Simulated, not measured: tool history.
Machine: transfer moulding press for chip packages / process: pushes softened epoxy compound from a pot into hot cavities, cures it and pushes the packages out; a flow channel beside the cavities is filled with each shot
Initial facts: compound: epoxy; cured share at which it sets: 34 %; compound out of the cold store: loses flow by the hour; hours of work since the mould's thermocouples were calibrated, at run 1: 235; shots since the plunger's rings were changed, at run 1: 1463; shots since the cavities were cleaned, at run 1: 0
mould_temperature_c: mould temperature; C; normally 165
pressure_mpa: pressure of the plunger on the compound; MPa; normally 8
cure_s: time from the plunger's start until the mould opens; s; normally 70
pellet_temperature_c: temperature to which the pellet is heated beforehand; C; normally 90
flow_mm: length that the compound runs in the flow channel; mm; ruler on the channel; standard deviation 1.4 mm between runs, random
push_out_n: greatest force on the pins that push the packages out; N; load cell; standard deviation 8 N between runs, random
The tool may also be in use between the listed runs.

| run | hour | mould_temperature_c | pressure_mpa | cure_s | pellet_temperature_c | hours of work since the mould's thermocouples were calibrated | shots since the plunger's rings were changed | shots since the cavities were cleaned | incoming compound's hours out of the cold store | flow_mm | push_out_n |
|---|---|---|---|---|---|---|---|---|---|---|---|
| 1 | 0 | 165 | 8 | 70 | 90 | 235 | 1463 | 0 | 36.4 | 537 | 357 |
| 2 | 45.9 | 165 | 8 | 69 | 90 | 255 | 1965 | 502 | 42.1 | 521 | 529 |
|  | 61.3 | cavities cleaned with cleaning compound and waxed |
| 3 | 107.6 | 165 | 8 | 69 | 90 | 281 | 2623 | 506 | 17.8 | 568 | 692 |
|  | 118.6 | cavities cleaned with cleaning compound and waxed |
|  | 178.9 | cavities cleaned with cleaning compound and waxed |
|  | 189.3 | plunger's sealing rings changed |
| 4 | 201.9 | 165 | 8 | 70 | 90 | 321 | 138 | 224 | 28.1 | 562 | 459 |
|  | 245 | cavities cleaned with cleaning compound and waxed |
| 5 | 251.9 | 165 | 8 | 70 | 90 | 342 | 668 | 76 | 31.4 | 549 | 380 |
|  | 302.2 | cavities cleaned with cleaning compound and waxed |
| 6 | 335.2 | 165 | 8 | 70 | 90 | 378 | 1562 | 360 | 11.3 | 590 | 536 |
|  | 342.1 | mould's thermocouples calibrated |
|  | 362.5 | cavities cleaned with cleaning compound and waxed |
| 7 | 405.1 | 165 | 8 | 70 | 90 | 27 | 2288 | 466 | 18.2 | 568 | 514 |
|  | 424.9 | cavities cleaned with cleaning compound and waxed |
|  | 483.3 | cavities cleaned with cleaning compound and waxed |
| 8 | 490.1 | 166 | 7.04 | 99 | 90 | 63 | 3185 | 74 | 16.3 | 533 | 234 |
|  | 511.8 | plunger's sealing rings changed |
| 9 | 533.4 | 162 | 7.04 | 62 | 85 | 81 | 237 | 521 | 31.8 | 518 | 879 |
|  | 544.2 | cavities cleaned with cleaning compound and waxed |
|  | 561.4 | cavities cleaned with cleaning compound and waxed, once more |
|  | 618.5 | cavities cleaned with cleaning compound and waxed |
| 10 | 621.6 | 162 | 7.04 | 62 | 85 | 118 | 1152 | 34 | 44.8 | 491 | 638 |
|  | 675.1 | cavities cleaned with cleaning compound and waxed |
| 11 | 712.6 | 162 | 7.04 | 62 | 85 | 157 | 2130 | 409 | 18.7 | 537 | 850 |
|  | 738.5 | cavities cleaned with cleaning compound and waxed |
| 12 | 759.8 | 157 | 8.82 | 62 | 81 | 178 | 2630 | 232 | 38.8 | 558 | 976 |
|  | 801.1 | cavities cleaned with cleaning compound and waxed |
|  | 839.3 | plunger's sealing rings changed |
| 13 | 854.8 | 157 | 8.82 | 106 | 81 | 218 | 170 | 560 | 16.6 | 628 | 395 |
|  | 863.6 | cavities cleaned with cleaning compound and waxed |
|  | 923.2 | cavities cleaned with cleaning compound and waxed |
| 14 | 940 | 157 | 8.82 | 106 | 81 | 254 | 1069 | 183 | 10.4 | 637 | 333 |

Each row is a separate what-if for the run after 14, all from the same tool condition, not one after another. Results?
|  | 983.5 | cavities cleaned with cleaning compound and waxed |
| A | 1003.4 | 165 | 8.81 | 69 | 83 | 281 | 1746 | 218 | 9.6 | ? | ? |
|  | 983.5 | cavities cleaned with cleaning compound and waxed |
| B | 1003.4 | 165 | 8 | 70 | 85 | 281 | 1746 | 218 | 35.5 | ? | ? |
|  | 983.5 | cavities cleaned with cleaning compound and waxed |
| C | 1003.4 | 160 | 7.6 | 106 | 81 | 281 | 1746 | 218 | 44.9 | ? | ? |

| run | flow_mm | push_out_n |
|---|---|---|
| A | 619 | 523 |
| B | 531 | 457 |
| C | 507 | 277 |
Take away the tool's hidden state, keep each run's random variation, and the runs would have read:
| run | flow_mm | push_out_n |
|---|---|---|
| A | 633 | 410 |
| B | 542 | 360 |
| C | 517 | 223 |

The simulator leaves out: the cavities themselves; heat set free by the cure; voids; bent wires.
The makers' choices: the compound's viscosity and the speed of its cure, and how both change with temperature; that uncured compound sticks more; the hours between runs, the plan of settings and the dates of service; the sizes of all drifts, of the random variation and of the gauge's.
